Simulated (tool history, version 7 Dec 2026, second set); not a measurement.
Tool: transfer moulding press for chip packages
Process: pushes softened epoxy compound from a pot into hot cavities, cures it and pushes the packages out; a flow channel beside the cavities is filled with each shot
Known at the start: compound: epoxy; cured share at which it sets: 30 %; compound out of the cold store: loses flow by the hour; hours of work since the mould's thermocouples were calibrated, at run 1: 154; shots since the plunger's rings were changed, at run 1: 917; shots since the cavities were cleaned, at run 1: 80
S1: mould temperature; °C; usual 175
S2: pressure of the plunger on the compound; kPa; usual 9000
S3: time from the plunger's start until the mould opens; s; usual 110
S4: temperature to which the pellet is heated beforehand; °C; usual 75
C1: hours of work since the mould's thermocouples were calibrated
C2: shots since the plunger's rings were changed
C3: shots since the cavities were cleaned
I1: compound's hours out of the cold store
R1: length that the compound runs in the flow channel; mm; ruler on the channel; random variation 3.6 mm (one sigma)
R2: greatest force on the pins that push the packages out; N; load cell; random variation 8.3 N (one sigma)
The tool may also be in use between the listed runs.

run   hour   S1    S2   S3  S4   C1    C2   C3    I1   R1   R2
  1      0  175  9000  110  75  154   917   80  13.8  944  381
      38.4  -- cavities cleaned with cleaning compound and waxed
  2   45.5  175  9000  110  81  181  1375   74  24.8  904  347
  3   77.3  175  9000  110  75  200  1705  404  10.2  956  387
      81.7  -- cavities cleaned with cleaning compound and waxed
  4    116  175  9000  110  75  222  2092  356  34.2  877  369
     123.8  -- cavities cleaned with cleaning compound and waxed
  5  147.1  175  9000  110  75  240  2400  242  31.3  888  356
     168.6  -- cavities cleaned with cleaning compound and waxed
  6  194.4  175  9000  110  75  267  2876  268  44.5  851  358
     215.2  -- cavities cleaned with cleaning compound and waxed
  7  234.5  175  9000  110  75  290  3277  199  25.1  907  395
     257.4  -- cavities cleaned with cleaning compound and waxed
  8  274.5  175  9000  110  75  313  3679  179  46.7  833  370
     299.7  -- cavities cleaned with cleaning compound and waxed
  9  301.7  182  8650  127  79  328  3946   21    27  861  287
     309.4  -- plunger's sealing rings changed
 10  330.6  182  8650  127  79  344   220  295  38.9  827  303
     345.9  -- cavities cleaned with cleaning compound and waxed
 11    364  182  9860  117  79  363   551  187  10.9  976  311
       389  -- cavities cleaned with cleaning compound and waxed
 12  418.2  175  9000  105  83  394  1100  304  31.9  884  402
     431.9  -- cavities cleaned with cleaning compound and waxed
 13  442.2  175  9000  105  83  408  1334  107  38.7  858  386
     458.5  -- mould's thermocouples calibrated
     477.9  -- cavities cleaned with cleaning compound and waxed
 14  493.7  175  7220  105  83   20  1833  164  16.7  829  407
     521.3  -- cavities cleaned with cleaning compound and waxed
 15  539.5  174  7220  105  82   47  2294  189   9.8  862  432

4 ways to go on from here, each from the tool as it stands after run 15. What would each give?
       564  -- cavities cleaned with cleaning compound and waxed
  A  579.8  174   9000  104  75  70  2698  165  32.3   ?   ?
       564  -- cavities cleaned with cleaning compound and waxed
  B  579.8  178   7220  148  73  70  2698  165  15.3   ?   ?
       564  -- cavities cleaned with cleaning compound and waxed
  C  579.8  170  10620  105  80  70  2698  165  42.8   ?   ?
       564  -- cavities cleaned with cleaning compound and waxed
  D  579.8  175   9000   93  75  70  2698  165    19   ?   ?

run   R1   R2
  A  880  426
  B  831  318
  C  933  515
  D  922  522
Without the tool's hidden state the same runs would have given:
run   R1   R2
  A  881  422
  B  831  315
  C  934  511
  D  923  517
